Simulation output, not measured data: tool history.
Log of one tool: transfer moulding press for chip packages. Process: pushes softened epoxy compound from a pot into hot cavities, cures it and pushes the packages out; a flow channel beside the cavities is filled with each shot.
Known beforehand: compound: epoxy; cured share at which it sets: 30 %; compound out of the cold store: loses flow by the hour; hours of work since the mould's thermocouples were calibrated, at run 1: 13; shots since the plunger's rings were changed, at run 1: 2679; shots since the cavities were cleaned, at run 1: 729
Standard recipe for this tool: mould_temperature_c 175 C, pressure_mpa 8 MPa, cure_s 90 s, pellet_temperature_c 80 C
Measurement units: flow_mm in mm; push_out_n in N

| run | day | mould_temperature_c | pressure_mpa | cure_s | pellet_temperature_c | hours of work since the mould's thermocouples were calibrated | shots since the plunger's rings were changed | shots since the cavities were cleaned | incoming compound's hours out of the cold store | flow_mm | push_out_n |
|---|---|---|---|---|---|---|---|---|---|---|---|
| 1 | 0 | 175 | 8 | 90 | 80 | 13 | 2679 | 729 | 23.7 | 548 | 540 |
|  | 1.012 | cavities cleaned with cleaning compound and waxed |
| 2 | 1.188 | 179 | 8 | 90 | 80 | 30 | 2985 | 47 | 26.5 | 535 | 453 |
| 3 | 1.733 | 179 | 8 | 90 | 80 | 38 | 3134 | 196 | 46.2 | 505 | 460 |
| 4 | 2.783 | 179 | 8 | 90 | 80 | 54 | 3419 | 481 | 8.4 | 562 | 466 |
| 5 | 3.888 | 175 | 8 | 90 | 80 | 70 | 3719 | 781 | 27.7 | 542 | 553 |
|  | 4.696 | cavities cleaned with cleaning compound and waxed |
| 6 | 5.008 | 175 | 8 | 90 | 80 | 86 | 4007 | 85 | 23.8 | 543 | 561 |
| 7 | 5.638 | 175 | 8 | 90 | 80 | 95 | 4179 | 257 | 30.4 | 538 | 545 |
| 8 | 6.654 | 175 | 8 | 90 | 80 | 110 | 4454 | 532 | 31.6 | 534 | 551 |
| 9 | 7.758 | 175 | 6.14 | 90 | 80 | 127 | 4755 | 833 | 30.3 | 471 | 549 |
|  | 8.367 | cavities cleaned with cleaning compound and waxed |
| 10 | 8.367 | 175 | 6.14 | 90 | 80 | 135 | 4903 | 0 | 40 | 459 | 546 |
| 11 | 9.546 | 174 | 8 | 90 | 80 | 152 | 5224 | 321 | 31.5 | 536 | 570 |
|  | 9.8 | plunger's sealing rings changed |
| 12 | 10.5 | 174 | 8 | 90 | 80 | 165 | 191 | 552 | 34.3 | 538 | 577 |
| 13 | 11.312 | 174 | 8 | 90 | 80 | 177 | 412 | 773 | 41.4 | 529 | 591 |
| 14 | 11.871 | 174 | 8 | 90 | 80 | 185 | 564 | 925 | 20.7 | 551 | 578 |
|  | 12.162 | cavities cleaned with cleaning compound and waxed |
| 15 | 12.908 | 175 | 8.14 | 90 | 85 | 200 | 828 | 202 | 26.6 | 548 | 550 |
| 16 | 14.05 | 173 | 8 | 90 | 80 | 217 | 1139 | 513 | 39.3 | 532 | 630 |
| 17 | 14.879 | 168 | 8 | 90 | 88 | 229 | 1364 | 738 | 39.1 | 545 | 821 |
| 18 | 15.446 | 171 | 8 | 90 | 80 | 238 | 1519 | 893 | 36.5 | 540 | 702 |
|  | 15.821 | cavities cleaned with cleaning compound and waxed |
| 19 | 16.546 | 171 | 8 | 90 | 73 | 253 | 1801 | 197 | 42.6 | 527 | 674 |
| 20 | 17.742 | 171 | 8 | 90 | 73 | 271 | 2125 | 521 | 19.2 | 560 | 688 |
| 21 | 18.529 | 175 | 8 | 111 | 80 | 282 | 2339 | 735 | 46.2 | 520 | 448 |
|  | 19.483 | cavities cleaned with cleaning compound and waxed |
| 22 | 19.838 | 175 | 8 | 111 | 80 | 301 | 2678 | 96 | 10.6 | 563 | 436 |
| 23 | 20.538 | 180 | 6.67 | 90 | 80 | 311 | 2869 | 287 | 33.8 | 474 | 448 |
| 24 | 21.571 | 181 | 8.03 | 90 | 80 | 327 | 3149 | 567 | 36.5 | 516 | 436 |
| 25 | 22.288 | 181 | 9.01 | 90 | 80 | 337 | 3345 | 763 | 16.9 | 578 | 439 |
|  | 23.167 | cavities cleaned with cleaning compound and waxed |
| 26 | 23.167 | 181 | 7.29 | 84 | 80 | 349 | 3566 | 0 | 27.8 | 499 | 471 |
| 27 | 23.754 | 167 | 7.29 | 119 | 80 | 358 | 3727 | 161 | 11.7 | 565 | 537 |
| 28 | 24.5 | 168 | 7.29 | 100 | 80 | 369 | 3929 | 363 | 35.8 | 522 | 664 |

Hidden condition of the tool, last listed run before each entry between runs versus first listed run after:
In the gap between runs 1 and 2: cavities cleaned with cleaning compound and waxed (day 1.012)
  pressure that reaches the compound, % of what is set: 99.84 -> 99.82; grip of the stained cavities, % over clean ones': 1.2 -> 0.2
In the gap between runs 5 and 6: cavities cleaned with cleaning compound and waxed (day 4.696)
  pressure that reaches the compound, % of what is set: 99.78 -> 99.76; grip of the stained cavities, % over clean ones': 1.2 -> 0.2
In the gap between runs 9 and 10: cavities cleaned with cleaning compound and waxed (day 8.367)
  pressure that reaches the compound, % of what is set: 99.72 -> 99.71; grip of the stained cavities, % over clean ones': 1.2 -> 0
In the gap between runs 11 and 12: plunger's sealing rings changed (day 9.8)
  pressure that reaches the compound, % of what is set: 99.69 -> 99.99; grip of the stained cavities, % over clean ones': 0.6 -> 0.9
In the gap between runs 14 and 15: cavities cleaned with cleaning compound and waxed (day 12.162)
  pressure that reaches the compound, % of what is set: 99.96 -> 99.95; grip of the stained cavities, % over clean ones': 1.3 -> 0.4
In the gap between runs 18 and 19: cavities cleaned with cleaning compound and waxed (day 15.821)
  pressure that reaches the compound, % of what is set: 99.91 -> 99.89; grip of the stained cavities, % over clean ones': 1.3 -> 0.4
In the gap between runs 21 and 22: cavities cleaned with cleaning compound and waxed (day 19.483)
  pressure that reaches the compound, % of what is set: 99.86 -> 99.83; grip of the stained cavities, % over clean ones': 1.1 -> 0.2
In the gap between runs 25 and 26: cavities cleaned with cleaning compound and waxed (day 23.167)
  pressure that reaches the compound, % of what is set: 99.79 -> 99.78; grip of the stained cavities, % over clean ones': 1.2 -> 0
